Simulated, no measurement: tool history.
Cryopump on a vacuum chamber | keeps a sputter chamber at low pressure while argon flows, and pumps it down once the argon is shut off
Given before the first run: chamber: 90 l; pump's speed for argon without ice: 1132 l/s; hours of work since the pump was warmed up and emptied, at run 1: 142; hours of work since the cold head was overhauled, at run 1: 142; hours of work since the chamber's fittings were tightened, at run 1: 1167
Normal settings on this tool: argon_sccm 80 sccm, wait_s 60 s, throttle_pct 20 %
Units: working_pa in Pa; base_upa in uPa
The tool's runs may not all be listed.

| run | day | argon_sccm | wait_s | throttle_pct | hours of work since the pump was warmed up and emptied | hours of work since the cold head was overhauled | hours of work since the chamber's fittings were tightened | working_pa | base_upa |
|---|---|---|---|---|---|---|---|---|---|
| 1 | 0.000 | 80 | 60 | 20 | 142 | 142 | 1167 | 0.6044 | 2.25 |
| 2 | 0.675 | 80 | 60 | 20 | 150 | 150 | 1175 | 0.6097 | 2.30 |
| 3 | 1.379 | 80 | 60 | 20 | 158 | 158 | 1184 | 0.6104 | 2.26 |
| 4 | 2.075 | 39 | 60 | 20 | 167 | 167 | 1192 | 0.2961 | 2.37 |
| 5 | 2.746 | 39 | 60 | 20 | 175 | 175 | 1200 | 0.2955 | 2.28 |
| 6 | 3.075 | 39 | 96 | 20 | 179 | 179 | 1204 | 0.2958 | 1.95 |
| 7 | 3.533 | 39 | 24 | 20 | 184 | 184 | 1210 | 0.2953 | 3.75 |
| 8 | 4.117 | 80 | 60 | 20 | 191 | 191 | 1217 | 0.6037 | 2.35 |
| 9 | 4.654 | 80 | 83 | 20 | 198 | 198 | 1223 | 0.6087 | 2.09 |
| 10 | 5.150 | 80 | 60 | 20 | 203 | 203 | 1229 | 0.6092 | 2.32 |
| 11 | 5.742 | 80 | 60 | 20 | 211 | 211 | 1236 | 0.6081 | 2.37 |
| 12 | 6.196 | 80 | 60 | 20 | 216 | 216 | 1242 | 0.6088 | 2.39 |
| 13 | 6.588 | 80 | 60 | 20 | 221 | 221 | 1246 | 0.6109 | 2.36 |
| 14 | 7.296 | 80 | 60 | 20 | 229 | 229 | 1255 | 0.6092 | 2.33 |
| 15 | 7.938 | 80 | 87 | 20 | 237 | 237 | 1262 | 0.6111 | 2.07 |
| 16 | 8.308 | 80 | 60 | 55 | 241 | 241 | 1267 | 0.2300 | 2.44 |
| 17 | 8.758 | 80 | 60 | 39 | 247 | 247 | 1272 | 0.3199 | 2.47 |
| 18 | 9.204 | 92 | 60 | 47 | 252 | 252 | 1278 | 0.3085 | 2.37 |
| 19 | 9.596 | 92 | 60 | 47 | 257 | 257 | 1282 | 0.3071 | 2.35 |
| 20 | 9.971 | 92 | 60 | 47 | 261 | 261 | 1287 | 0.3084 | 2.39 |
| 21 | 10.417 | 92 | 88 | 56 | 267 | 267 | 1292 | 0.2621 | 2.09 |
| 22 | 10.825 | 92 | 136 | 41 | 272 | 272 | 1297 | 0.3510 | 1.81 |
| 23 | 11.296 | 49 | 60 | 20 | 277 | 277 | 1303 | 0.3737 | 2.48 |
| 24 | 11.692 | 49 | 60 | 20 | 282 | 282 | 1307 | 0.3743 | 2.47 |
| 25 | 12.021 | 45 | 196 | 59 | 286 | 286 | 1311 | 0.1227 | 1.78 |
| 26 | 12.692 | 34 | 112 | 19 | 294 | 294 | 1319 | 0.2713 | 2.02 |
| 27 | 13.204 | 80 | 40 | 20 | 300 | 300 | 1326 | 0.6136 | 3.05 |
| 28 | 13.525 | 80 | 40 | 20 | 304 | 304 | 1329 | 0.6053 | 2.93 |
| 29 | 13.900 | 48 | 40 | 43 | 308 | 308 | 1334 | 0.1776 | 3.09 |
| 30 | 14.279 | 44 | 40 | 19 | 313 | 313 | 1338 | 0.3538 | 2.98 |
| 31 | 14.767 | 75 | 27 | 38 | 319 | 319 | 1344 | 0.3102 | 3.69 |
| 32 | 15.321 | 153 | 22 | 35 | 326 | 326 | 1351 | 0.6861 | 4.31 |
| 33 | 15.983 | 153 | 22 | 35 | 333 | 333 | 1359 | 0.6867 | 4.19 |

For some of the steps in working_pa from one run to the next: how much would appear even if the tool had no hidden state, given the settings, what came in and random variation, and how much remains for the hidden state plus any gauge scatter that the measured result and the result without hidden state don't share?
Unlogged tool condition in this case: pump's speed, % of a pump's without ice; cold plate's temperature, K; leak into the chamber, uPa l/s; drift of the gauge itself on working_pa, %; drift of the gauge itself on base_upa, %.
Run 15 -> 16: wait_s 87 -> 60, throttle_pct 20 -> 55. working_pa -0.3811 Pa: hidden state +0.0003, all else -0.3814.
Run 22 -> 23: argon_sccm 92 -> 49, wait_s 136 -> 60, throttle_pct 41 -> 20. working_pa +0.0227 Pa: hidden state -0.0075, all else +0.0302.
Run 26 -> 27: argon_sccm 34 -> 80, wait_s 112 -> 40, throttle_pct 19 -> 20. working_pa +0.3423 Pa: hidden state +0.0091, all else +0.3332.
Run 28 -> 29: argon_sccm 80 -> 48, throttle_pct 20 -> 43. working_pa -0.4277 Pa: hidden state -0.0059, all else -0.4218.
Run 31 -> 32: argon_sccm 75 -> 153, wait_s 27 -> 22, throttle_pct 38 -> 35. working_pa +0.3759 Pa: hidden state +0.0168, all else +0.3591.
